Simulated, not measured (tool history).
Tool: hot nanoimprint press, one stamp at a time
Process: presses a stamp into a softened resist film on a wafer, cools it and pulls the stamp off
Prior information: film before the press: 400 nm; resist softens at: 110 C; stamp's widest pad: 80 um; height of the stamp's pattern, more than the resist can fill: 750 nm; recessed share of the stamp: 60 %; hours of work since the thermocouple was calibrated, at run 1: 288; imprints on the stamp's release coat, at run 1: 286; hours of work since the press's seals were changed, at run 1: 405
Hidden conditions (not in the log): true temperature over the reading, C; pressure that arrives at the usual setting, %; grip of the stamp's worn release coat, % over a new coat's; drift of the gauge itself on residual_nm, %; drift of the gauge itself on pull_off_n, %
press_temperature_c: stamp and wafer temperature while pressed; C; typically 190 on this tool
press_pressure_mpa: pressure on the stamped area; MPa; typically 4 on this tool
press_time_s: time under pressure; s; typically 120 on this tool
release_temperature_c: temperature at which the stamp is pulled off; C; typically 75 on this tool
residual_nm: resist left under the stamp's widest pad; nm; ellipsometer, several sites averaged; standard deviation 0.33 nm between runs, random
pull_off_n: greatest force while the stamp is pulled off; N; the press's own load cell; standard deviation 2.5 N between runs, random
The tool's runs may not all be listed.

| run | hour | press_temperature_c | press_pressure_mpa | press_time_s | release_temperature_c | hours of work since the thermocouple was calibrated | imprints on the stamp's release coat | hours of work since the press's seals were changed | residual_nm | pull_off_n |
|---|---|---|---|---|---|---|---|---|---|---|
| 1 | 0 | 190 | 4 | 120 | 75 | 288 | 286 | 405 | 206.5 | 121 |
| 2 | 56 | 193 | 4 | 120 | 75 | 322 | 491 | 438 | 183.9 | 133 |
| 3 | 86.5 | 190 | 4 | 120 | 75 | 340 | 602 | 457 | 206.4 | 133 |
| 4 | 142.7 | 190 | 3.36 | 120 | 75 | 374 | 807 | 490 | 222.2 | 141 |
|  | 159.4 | stamp cleaned and given a new release coat |
| 5 | 201.4 | 190 | 4 | 120 | 75 | 405 | 153 | 522 | 206.3 | 118 |
| 6 | 246.3 | 190 | 4 | 120 | 75 | 432 | 317 | 549 | 205.6 | 122 |
| 7 | 290.1 | 190 | 3.64 | 120 | 75 | 459 | 477 | 575 | 214 | 130 |
|  | 295.8 | plate thermocouple calibrated |
| 8 | 324.4 | 190 | 4.91 | 61 | 75 | 17 | 591 | 594 | 232.9 | 131 |
| 9 | 373.9 | 184 | 2.83 | 144 | 71 | 47 | 772 | 624 | 271.3 | 145 |

Run 10, settings as shown, results not yet in. Your forecast:
|  | 401.9 | stamp cleaned and given a new release coat |
| 10 | 434.1 | 184 | 2.83 | 144 | 71 | 79 | 117 | 656 | ? | ? |

Run 10 gave residual_nm 270.2 nm, pull_off_n 125 N.
Were there no unlogged condition in the tool, this run, its random variation unchanged, would have produced residual_nm 276.5 nm, pull_off_n 122 N.
